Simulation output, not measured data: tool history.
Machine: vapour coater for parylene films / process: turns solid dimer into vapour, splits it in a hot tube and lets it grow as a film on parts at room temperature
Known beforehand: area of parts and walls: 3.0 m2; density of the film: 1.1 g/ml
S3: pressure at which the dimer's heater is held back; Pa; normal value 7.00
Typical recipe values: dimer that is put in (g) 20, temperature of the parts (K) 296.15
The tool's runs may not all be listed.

Run 1, day 0.000: usual settings. Result: thickness of the film (nm) 4300.
Run 2, day 2.192: usual settings but S3 2.71 Pa. Result: thickness of the film (nm) 5100.
Run 3, day 4.433: usual settings but temperature of the parts (K) 299.15. Result: thickness of the film (nm) 3880.
Run 4, day 5.388: usual settings but temperature of the parts (K) 299.15. Result: thickness of the film (nm) 3890.
Run 5, day 7.154: usual settings but temperature of the parts (K) 299.15. Result: thickness of the film (nm) 3790.
Run 6, day 9.279: usual settings but temperature of the parts (K) 290.15. Result: thickness of the film (nm) 4400.
Run 7, day 10.742: usual settings but dimer that is put in (g) 10. Result: thickness of the film (nm) 1880.
Run 8, day 11.783: usual settings but temperature of the parts (K) 289.15. Result: thickness of the film (nm) 4180.
Run 9, day 13.917: usual settings. Result: thickness of the film (nm) 4230.
Run 10, day 15.350: usual settings. Result: thickness of the film (nm) 4270.
Run 11, day 16.492: usual settings but S3 6.72 Pa. Result: thickness of the film (nm) 4190.
Run 12, day 18.675: usual settings but S3 6.72 Pa. Result: thickness of the film (nm) 4110.
Run 13, day 20.800: usual settings but S3 6.72 Pa. Result: thickness of the film (nm) 4020.
Run 14, day 22.088: usual settings. Result: thickness of the film (nm) 3960.
Run 15, day 23.546: usual settings but dimer that is put in (g) 31, temperature of the parts (K) 304.15, S3 11.39 Pa. Result: thickness of the film (nm) 4980.
Run 16, day 25.238: usual settings but dimer that is put in (g) 31, temperature of the parts (K) 304.15, S3 11.39 Pa. Result: thickness of the film (nm) 4740.
Run 17, day 26.704: usual settings but dimer that is put in (g) 31, temperature of the parts (K) 304.15, S3 11.39 Pa. Result: thickness of the film (nm) 5380.
Run 18, day 28.988: usual settings but dimer that is put in (g) 17, temperature of the parts (K) 292.15, S3 4.49 Pa. Result: thickness of the film (nm) 4160.
Run 19, day 29.975: usual settings but dimer that is put in (g) 17, temperature of the parts (K) 298.15, S3 3.30 Pa. Result: thickness of the film (nm) 3880.
Run 20, day 31.692: usual settings but dimer that is put in (g) 17, temperature of the parts (K) 298.15, S3 3.30 Pa. Result: thickness of the film (nm) 3870.
Run 21, day 33.608: usual settings but dimer that is put in (g) 17, temperature of the parts (K) 298.15, S3 3.30 Pa. Result: thickness of the film (nm) 3800.
Run 22, day 35.650: usual settings but S3 3.32 Pa. Result: thickness of the film (nm) 4550.
Run 23, day 37.675: usual settings but dimer that is put in (g) 9, temperature of the parts (K) 301.15, S3 2.94 Pa. Result: thickness of the film (nm) 1910.
Run 24, day 39.258: usual settings but dimer that is put in (g) 9, temperature of the parts (K) 294.15, S3 2.19 Pa. Result: thickness of the film (nm) 2540.
Run 25, day 40.467: usual settings but dimer that is put in (g) 9, temperature of the parts (K) 290.15, S3 3.07 Pa. Result: thickness of the film (nm) 2460.
Run 26, day 42.071: usual settings but S3 7.95 Pa. Result: thickness of the film (nm) 4130.
Run 27, day 44.379: usual settings but dimer that is put in (g) 10. Result: thickness of the film (nm) 2050.

Removed from this log: 4 entries logged between the listed runs. Between which two listed runs does each belong, and how does the tool's hidden state at the listed run before it compare with that at the listed run after it?
After run 8, before run 9: trap's valve overhauled (day 13.108)
  vapour lost through the trap's worn valve, %: 11.7 -> 0.9; true temperature of the parts over the reading, C: -0.76 -> -0.78
  measured result minus the result with no hidden state, thickness of the film (nm): -500 -> +10
After run 16, before run 17: trap's valve overhauled (day 26.171)
  vapour lost through the trap's worn valve, %: 11.3 -> 0.6; true temperature of the parts over the reading, C: -0.87 -> -0.89
  measured result minus the result with no hidden state, thickness of the film (nm): -530 -> +40
After run 23, before run 24: trap's valve overhauled (day 39.225)
  vapour lost through the trap's worn valve, %: 10.8 -> 0.2; true temperature of the parts over the reading, C: -0.98 -> -0.99
  measured result minus the result with no hidden state, thickness of the film (nm): -200 -> +40
After run 25, before run 26: table's thermometer calibrated (day 41.567)
  vapour lost through the trap's worn valve, %: 1.4 -> 2.6; true temperature of the parts over the reading, C: -1 -> -0.08
  measured result minus the result with no hidden state, thickness of the film (nm): +0 -> -100
